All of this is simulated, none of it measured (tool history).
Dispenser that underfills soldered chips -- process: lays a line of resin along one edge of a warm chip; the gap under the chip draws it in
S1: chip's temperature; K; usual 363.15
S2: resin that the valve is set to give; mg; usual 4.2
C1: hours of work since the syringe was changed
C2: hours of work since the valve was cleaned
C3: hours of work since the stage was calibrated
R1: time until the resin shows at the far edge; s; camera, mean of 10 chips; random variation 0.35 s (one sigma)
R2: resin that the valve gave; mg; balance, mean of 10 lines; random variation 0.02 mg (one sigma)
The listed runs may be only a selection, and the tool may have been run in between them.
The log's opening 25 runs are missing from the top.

run   hour      S1    S2  C1   C2   C3    R1    R2
     102.9  -- new syringe of resin
 26  106.4  358.15  5.12   3   78  135  25.9     5
     110.9  -- new syringe of resin
 27  111.4  356.15   4.2   0   81  138  24.9  4.08
 28    117  356.15   4.2   5   86  143    34   4.1
     118.9  -- new syringe of resin
 29  122.6  374.15  3.71   3   90  147  14.7  3.57
 30  125.3  374.15  3.71   5   92  149  18.1  3.62
       127  -- new syringe of resin
 31  131.6  365.15   4.2   4   97  154  21.4  4.06
     135.3  -- new syringe of resin
 32    138  354.15  4.47   2  102  159  30.3  4.34
     143.2  -- new syringe of resin
 33  143.2  354.15  4.47   0  106  163  26.5  4.31
 34  145.6  378.15  4.47   2  107  164  11.7  4.33
 35  150.6  378.15  4.47   6  111  168  16.1  4.32

What if the next run were any one of these 3? Each begins from the tool's condition after run 35:
     151.4  -- new syringe of resin
  A  156.8  365.15  4.47   4  116  173   ?   ?
     151.4  -- new syringe of resin
  B  156.8  378.15  3.61   4  116  173   ?   ?
     151.4  -- new syringe of resin
  C  156.8  351.15  4.51   4  116  173   ?   ?

run    R1    R2
  A  23.4  4.33
  B  14.3   3.5
  C  39.1  4.35
With no hidden state in the tool, these same runs would have given:
run    R1    R2
  A  17.7  4.49
  B  10.5  3.63
  C  29.4  4.51

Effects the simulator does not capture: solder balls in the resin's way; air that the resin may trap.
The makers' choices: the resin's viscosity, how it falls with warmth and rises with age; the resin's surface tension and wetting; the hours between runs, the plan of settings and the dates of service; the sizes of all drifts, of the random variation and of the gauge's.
